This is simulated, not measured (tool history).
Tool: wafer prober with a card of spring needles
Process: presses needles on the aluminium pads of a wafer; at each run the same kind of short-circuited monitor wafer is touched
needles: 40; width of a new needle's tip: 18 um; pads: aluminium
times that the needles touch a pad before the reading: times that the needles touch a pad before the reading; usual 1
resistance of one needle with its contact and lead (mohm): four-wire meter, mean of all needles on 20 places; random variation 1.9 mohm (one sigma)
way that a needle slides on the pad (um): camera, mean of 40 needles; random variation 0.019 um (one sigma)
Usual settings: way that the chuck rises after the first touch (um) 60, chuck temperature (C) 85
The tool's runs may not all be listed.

run,hour,way that the chuck rises after the first touch (um),chuck temperature (C),times that the needles touch a pad before the reading,resistance of one needle with its contact and lead (mohm),way that a needle slides on the pad (um)
1,0,60,85,1,198,13.24
# hour 22.2: tips cleaned on abrasive film
2,29.6,60,85,1,196,13.19
# hour 46: tips cleaned on abrasive film
3,56.9,60,85,1,197,13.24
# hour 69.6: tips cleaned on abrasive film
4,75.3,60,106,1,200,13.22
# hour 92.5: tips cleaned on abrasive film
5,107.7,60,106,1,201,13.25
# hour 115.6: tips cleaned on abrasive film
6,136.4,60,85,1,196,13.25
# hour 138.5: tips cleaned on abrasive film
7,158.9,60,85,1,197,13.21
# hour 161.4: tips cleaned on abrasive film
# hour 185.8: tips cleaned on abrasive film
8,192,77,85,1,189,16.94
# hour 209.3: tips cleaned on abrasive film
9,217.6,77,85,1,192,16.98
# hour 231.8: tips cleaned on abrasive film
10,240,77,85,1,194,16.95
# hour 253.7: tips cleaned on abrasive film
11,266.4,77,85,1,185,16.95
# hour 276.8: tips cleaned on abrasive film
12,281.1,64,85,1,193,14.13
13,295.8,60,85,1,197,13.22
# hour 298.8: tips cleaned on abrasive film
# hour 321.5: tips cleaned on abrasive film
14,328.2,60,85,1,198,13.22
# hour 343.4: tips cleaned on abrasive film
15,364.2,60,85,1,198,13.23
# hour 365.7: tips cleaned on abrasive film
16,379.2,60,85,1,193,13.2
# hour 387.8: tips cleaned on abrasive film
# hour 410.1: tips cleaned on abrasive film
17,410.1,63,58,2,189,13.9
# hour 433: tips cleaned on abrasive film
18,433,50,123,2,212,11.02
19,448.3,78,123,2,200,17.17
# hour 454.7: tips cleaned on abrasive film
# hour 476.7: tips cleaned on abrasive film
20,480.6,74,123,2,197,16.34
21,496.7,60,88,1,197,13.22
# hour 499.6: tips cleaned on abrasive film
# hour 521.8: tips cleaned on abrasive film
22,529,59,32,1,183,13.06
# hour 543.9: tips cleaned on abrasive film
# hour 555.5: height of the first contact set anew
23,555.8,59,32,1,186,13.01
# hour 568.9: tips cleaned on abrasive film
24,587.7,59,32,2,188,13.03
# hour 591.8: tips cleaned on abrasive film
# hour 615.8: tips cleaned on abrasive film
25,620.7,59,32,2,182,13.03
# hour 638.5: tips cleaned on abrasive film
26,638.6,60,85,2,197,13.22
27,656.9,60,85,2,197,13.22
# hour 662.2: tips cleaned on abrasive film
28,675.8,60,85,2,196,13.25
# hour 686.5: tips cleaned on abrasive film
# hour 708.9: tips cleaned on abrasive film
29,708.9,60,85,2,201,13.21
30,728.8,41,85,1,213,9.03
# hour 731.8: tips cleaned on abrasive film
31,751.1,60,49,2,188,13.23
# hour 753.7: tips cleaned on abrasive film
32,771.8,60,107,2,202,13.22

3 ways to go on from here, each from the tool as it stands after run 32. What would each give?
# hour 776.1: tips cleaned on abrasive film
# hour 797.8: tips cleaned on abrasive film
A,797.8,44,48,2,?,?
# hour 776.1: tips cleaned on abrasive film
# hour 797.8: tips cleaned on abrasive film
B,797.8,59,41,1,?,?
# hour 776.1: tips cleaned on abrasive film
# hour 797.8: tips cleaned on abrasive film
C,797.8,72,52,1,?,?

run,resistance of one needle with its contact and lead (mohm),way that a needle slides on the pad (um)
A,201,9.72
B,185,12.99
C,186,15.88
Without the tool's hidden state the same runs would have given:
run,resistance of one needle with its contact and lead (mohm),way that a needle slides on the pad (um)
A,201,9.72
B,185,12.99
C,186,15.88
